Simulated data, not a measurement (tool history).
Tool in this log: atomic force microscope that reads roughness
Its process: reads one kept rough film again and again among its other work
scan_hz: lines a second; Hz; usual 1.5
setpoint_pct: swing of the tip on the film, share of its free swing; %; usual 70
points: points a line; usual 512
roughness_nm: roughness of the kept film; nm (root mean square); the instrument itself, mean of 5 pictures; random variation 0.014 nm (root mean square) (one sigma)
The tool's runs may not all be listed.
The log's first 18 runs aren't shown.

| run | day | scan_hz | setpoint_pct | points | roughness_nm |
|---|---|---|---|---|---|
| 19 | 11.592 | 0.7 | 70 | 512 | 3.313 |
| 20 | 12.442 | 0.7 | 70 | 512 | 3.133 |
| 21 | 13.238 | 1.09 | 57 | 512 | 3.024 |
| 22 | 13.879 | 1.09 | 57 | 512 | 2.959 |
| 23 | 14.3 | 1.27 | 85 | 512 | 2.805 |
| 24 | 14.762 | 0.81 | 85 | 277 | 2.75 |
| 25 | 15.708 | 1.5 | 57 | 512 | 2.697 |
| 26 | 16.583 | 1.5 | 57 | 512 | 2.572 |
|  | 16.662 | new tip fitted |
| 27 | 17.342 | 0.87 | 84 | 512 | 3.286 |
| 28 | 18.208 | 0.87 | 84 | 812 | 3.174 |
| 29 | 18.95 | 3.06 | 81 | 812 | 2.882 |
| 30 | 19.625 | 0.86 | 60 | 468 | 3.02 |
| 31 | 20.271 | 1.5 | 87 | 366 | 2.743 |
| 32 | 21.046 | 2.54 | 87 | 270 | 2.565 |
| 33 | 21.583 | 1.35 | 59 | 512 | 2.737 |
| 34 | 22.025 | 1.04 | 79 | 512 | 2.636 |
|  | 22.725 | new tip fitted |
| 35 | 22.888 | 1.04 | 79 | 512 | 3.4 |
| 36 | 23.629 | 0.8 | 79 | 282 | 3.246 |
| 37 | 24.488 | 1.76 | 79 | 282 | 3.071 |

Here are 4 independent what-if runs from the current tool condition. What would each one return?
| A | 25.438 | 1.5 | 70 | 302 | ? |
| B | 25.438 | 2.73 | 89 | 512 | ? |
| C | 25.438 | 0.65 | 84 | 854 | ? |
| D | 25.438 | 3.1 | 88 | 296 | ? |

| run | roughness_nm |
|---|---|
| A | 2.954 |
| B | 2.735 |
| C | 2.98 |
| D | 2.693 |
The same runs, with their run-to-run variation unchanged, on a tool lacking any hidden condition would have given:
| run | roughness_nm |
|---|---|
| A | 3.421 |
| B | 3.168 |
| C | 3.451 |
| D | 3.12 |

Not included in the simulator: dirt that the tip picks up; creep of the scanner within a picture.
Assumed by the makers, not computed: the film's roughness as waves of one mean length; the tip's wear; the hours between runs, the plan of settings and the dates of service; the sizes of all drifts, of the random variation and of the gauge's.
